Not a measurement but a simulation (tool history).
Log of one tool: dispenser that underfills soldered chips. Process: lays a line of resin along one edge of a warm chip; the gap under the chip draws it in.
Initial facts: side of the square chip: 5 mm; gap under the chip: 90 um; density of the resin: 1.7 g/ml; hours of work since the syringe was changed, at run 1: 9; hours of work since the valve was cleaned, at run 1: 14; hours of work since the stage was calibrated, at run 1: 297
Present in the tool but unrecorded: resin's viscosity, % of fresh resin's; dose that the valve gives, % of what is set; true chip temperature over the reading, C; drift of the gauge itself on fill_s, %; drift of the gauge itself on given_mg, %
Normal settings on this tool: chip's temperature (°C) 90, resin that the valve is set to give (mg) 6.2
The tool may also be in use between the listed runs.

| run | hour | chip's temperature (°C) | resin that the valve is set to give (mg) | hours of work since the syringe was changed | hours of work since the valve was cleaned | hours of work since the stage was calibrated | time until the resin shows at the far edge (s) | resin that the valve gave (mg) |
|---|---|---|---|---|---|---|---|---|
| 1 | 0 | 90 | 6.2 | 9 | 14 | 297 | 10.8 | 6.14 |
|  | 4.4 | new syringe of resin |
| 2 | 10.7 | 90 | 6.2 | 4 | 22 | 304 | 7.6 | 6.1 |
| 3 | 19.4 | 90 | 6.2 | 11 | 28 | 311 | 12.8 | 6.12 |
|  | 21 | new syringe of resin |
| 4 | 29.1 | 90 | 6.15 | 6 | 35 | 317 | 9.1 | 6.02 |
|  | 37.4 | new syringe of resin |
| 5 | 37.9 | 90 | 6.15 | 0 | 41 | 323 | 5.8 | 6.1 |
| 6 | 44.6 | 90 | 6.15 | 5 | 46 | 328 | 8 | 5.96 |
| 7 | 50.1 | 94 | 6.45 | 9 | 50 | 332 | 9.6 | 6.26 |
|  | 53.5 | new syringe of resin |
| 8 | 56 | 75 | 7.81 | 2 | 54 | 336 | 10 | 7.48 |
| 9 | 63.7 | 103 | 6.99 | 7 | 59 | 342 | 6.5 | 6.77 |
|  | 70.2 | new syringe of resin |
| 10 | 71 | 103 | 6.99 | 1 | 64 | 347 | 3.8 | 6.68 |
| 11 | 76.5 | 90 | 5.88 | 5 | 68 | 351 | 7.6 | 5.63 |

Each run again, without the hidden state but with its own random variation kept:
| run | time until the resin shows at the far edge (s) | resin that the valve gave (mg) |
|---|---|---|
| 1 | 4.8 | 6.2 |
| 2 | 4.8 | 6.19 |
| 3 | 4.6 | 6.23 |
| 4 | 5.3 | 6.15 |
| 5 | 5.3 | 6.25 |
| 6 | 4.7 | 6.13 |
| 7 | 4 | 6.45 |
| 8 | 8 | 7.73 |
| 9 | 3.4 | 7.02 |
| 10 | 3.4 | 6.95 |
| 11 | 4.6 | 5.87 |

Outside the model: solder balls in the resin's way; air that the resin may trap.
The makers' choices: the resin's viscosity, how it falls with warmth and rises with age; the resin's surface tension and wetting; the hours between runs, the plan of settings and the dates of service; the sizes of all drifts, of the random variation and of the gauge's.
